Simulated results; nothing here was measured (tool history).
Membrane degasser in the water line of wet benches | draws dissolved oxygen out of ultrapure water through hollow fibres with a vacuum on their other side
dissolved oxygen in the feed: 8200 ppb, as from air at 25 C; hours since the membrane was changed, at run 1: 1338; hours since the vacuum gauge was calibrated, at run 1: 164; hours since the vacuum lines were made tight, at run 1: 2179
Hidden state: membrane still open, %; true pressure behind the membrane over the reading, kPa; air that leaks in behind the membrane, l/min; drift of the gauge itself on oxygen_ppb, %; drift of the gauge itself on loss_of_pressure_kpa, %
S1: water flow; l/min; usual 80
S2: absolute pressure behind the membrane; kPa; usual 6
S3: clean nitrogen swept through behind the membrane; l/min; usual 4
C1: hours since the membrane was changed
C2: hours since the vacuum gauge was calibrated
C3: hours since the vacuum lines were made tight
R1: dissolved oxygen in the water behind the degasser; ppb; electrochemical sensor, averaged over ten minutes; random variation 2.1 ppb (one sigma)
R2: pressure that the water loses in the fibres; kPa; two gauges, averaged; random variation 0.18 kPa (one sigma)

Run 1, hour 0: usual settings; C1 1338; C2 164; C3 2179. Result: R1 205.2 ppb, R2 34.09 kPa.
Run 2, hour 54: usual settings but S2 7.54 kPa; C1 1392; C2 218; C3 2233. Result: R1 271.6 ppb, R2 34.55 kPa.
Run 3, hour 115.6: usual settings but S2 7.54 kPa; C1 1453; C2 280; C3 2294. Result: R1 277.9 ppb, R2 34 kPa.
Run 4, hour 144.7: usual settings but S2 7.54 kPa; C1 1483; C2 309; C3 2323. Result: R1 270.4 ppb, R2 34.32 kPa.
Run 5, hour 206.9: usual settings but S2 7.54 kPa; C1 1545; C2 371; C3 2386. Result: R1 280 ppb, R2 34.18 kPa.
Run 6, hour 238.1: usual settings but S2 14.98 kPa; C1 1576; C2 402; C3 2417. Result: R1 574.9 ppb, R2 33.83 kPa.
Run 7, hour 283.6: usual settings; C1 1621; C2 447; C3 2462. Result: R1 213.7 ppb, R2 34.14 kPa.
Run 8, hour 319.5: usual settings; C1 1657; C2 483; C3 2498. Result: R1 209.4 ppb, R2 34.46 kPa.
Run 9, hour 381.8: usual settings; C1 1720; C2 546; C3 2560. Result: R1 212.5 ppb, R2 34.31 kPa.
Run 10, hour 438.8: usual settings but S3 3 l/min; C1 1777; C2 603; C3 2618. Result: R1 244.8 ppb, R2 33.84 kPa.
Run 11, hour 489.4: usual settings but S3 3 l/min; C1 1827; C2 653; C3 2668. Result: R1 242.5 ppb, R2 34.27 kPa.
Run 12, hour 544: usual settings but S3 3 l/min; C1 1882; C2 708; C3 2723. Result: R1 244.1 ppb, R2 34.37 kPa.
Run 13, hour 604: usual settings but S2 5.09 kPa; C1 1942; C2 768; C3 2783. Result: R1 173.8 ppb, R2 34.64 kPa.
At hour 656.9: seals of the vacuum lines changed.
Run 14, hour 667.5: usual settings but S2 4.84 kPa; C1 2003; C2 829; C3 11. Result: R1 161 ppb, R2 34.21 kPa.
Run 15, hour 710.8: usual settings but S2 4.84 kPa; C1 2047; C2 873; C3 54. Result: R1 164.3 ppb, R2 34.26 kPa.
Run 16, hour 771.4: usual settings but S2 4.84 kPa; C1 2107; C2 933; C3 115. Result: R1 165.3 ppb, R2 34.58 kPa.
Run 17, hour 826: usual settings but S2 4.84 kPa; C1 2162; C2 988; C3 169. Result: R1 163.8 ppb, R2 34.66 kPa.
Run 18, hour 858.3: usual settings but S1 75 l/min, S3 3.75 l/min; C1 2194; C2 1020; C3 201. Result: R1 202 ppb, R2 32.26 kPa.
Run 19, hour 883.8: usual settings but S1 75 l/min, S2 12.16 kPa, S3 4.97 l/min; C1 2220; C2 1046; C3 227. Result: R1 377 ppb, R2 32.24 kPa.
Run 20, hour 939.8: usual settings but S1 75 l/min, S2 12.16 kPa, S3 4.97 l/min; C1 2276; C2 1102; C3 283. Result: R1 380.8 ppb, R2 32.33 kPa.
Run 21, hour 999.3: usual settings but S1 90 l/min, S2 7.88 kPa, S3 1.69 l/min; C1 2335; C2 1161; C3 342. Result: R1 560.6 ppb, R2 38.4 kPa.
Run 22, hour 1050.8: usual settings but S1 90 l/min, S2 4.52 kPa, S3 2.97 l/min; C1 2387; C2 1213; C3 394. Result: R1 200.3 ppb, R2 38.63 kPa.
Run 23, hour 1104.4: usual settings but S1 90 l/min, S2 4.52 kPa, S3 2.97 l/min; C1 2440; C2 1266; C3 447. Result: R1 208.1 ppb, R2 38.61 kPa.
Run 24, hour 1146.1: usual settings but S1 90 l/min, S2 5.03 kPa, S3 2.97 l/min; C1 2482; C2 1308; C3 489. Result: R1 235.3 ppb, R2 38.71 kPa.
Run 25, hour 1203.9: usual settings but S1 65 l/min, S2 7.85 kPa, S3 2.92 l/min; C1 2540; C2 1366; C3 547. Result: R1 284.5 ppb, R2 28.02 kPa.
Run 26, hour 1253.1: usual settings but S1 65 l/min, S2 7.85 kPa, S3 2.92 l/min; C1 2589; C2 1415; C3 596. Result: R1 283.9 ppb, R2 27.98 kPa.
Run 27, hour 1284: usual settings but S1 65 l/min, S2 7.85 kPa, S3 2.92 l/min; C1 2620; C2 1446; C3 627. Result: R1 282 ppb, R2 27.9 kPa.
Run 28, hour 1312.4: usual settings but S1 76 l/min, S2 13.99 kPa, S3 4.71 l/min; C1 2648; C2 1474; C3 655. Result: R1 456.4 ppb, R2 32.64 kPa.
Run 29, hour 1360.4: usual settings but S1 72 l/min, S2 13.99 kPa, S3 7.67 l/min; C1 2696; C2 1522; C3 703. Result: R1 304.9 ppb, R2 30.96 kPa.
Run 30, hour 1409.4: usual settings but S1 95 l/min, S2 14.78 kPa, S3 10.56 l/min; C1 2745; C2 1571; C3 752. Result: R1 364 ppb, R2 41.11 kPa.
Run 31, hour 1444.7: usual settings but S1 95 l/min, S2 14.78 kPa, S3 5.55 l/min; C1 2781; C2 1607; C3 788. Result: R1 560.1 ppb, R2 40.76 kPa.
Run 32, hour 1506.7: usual settings but S1 56 l/min, S2 5.37 kPa, S3 5.91 l/min; C1 2843; C2 1669; C3 850. Result: R1 95.5 ppb, R2 24.4 kPa.
Run 33, hour 1562: usual settings but S3 1.7 l/min; C1 2898; C2 1724; C3 905. Result: R1 344.6 ppb, R2 34.69 kPa.

3 ways to go on from here, each from the tool as it stands after run 33. What would each give?
Run A, hour 1612.9: usual settings but S3 8.06 l/min; C1 2949; C2 1775; C3 956. Result: R1 ?, R2 ?.
Run B, hour 1612.9: usual settings but S3 3.16 l/min; C1 2949; C2 1775; C3 956. Result: R1 ?, R2 ?.
Run C, hour 1612.9: usual settings but S3 2.33 l/min; C1 2949; C2 1775; C3 956. Result: R1 ?, R2 ?.

run     R1     R2
  A  159.2  34.45
  B  242.8  34.41
  C  295.4  34.17
Without the tool's hidden state the same runs would have given:
run     R1     R2
  A    148  33.81
  B  227.1  33.77
  C  276.8  33.53
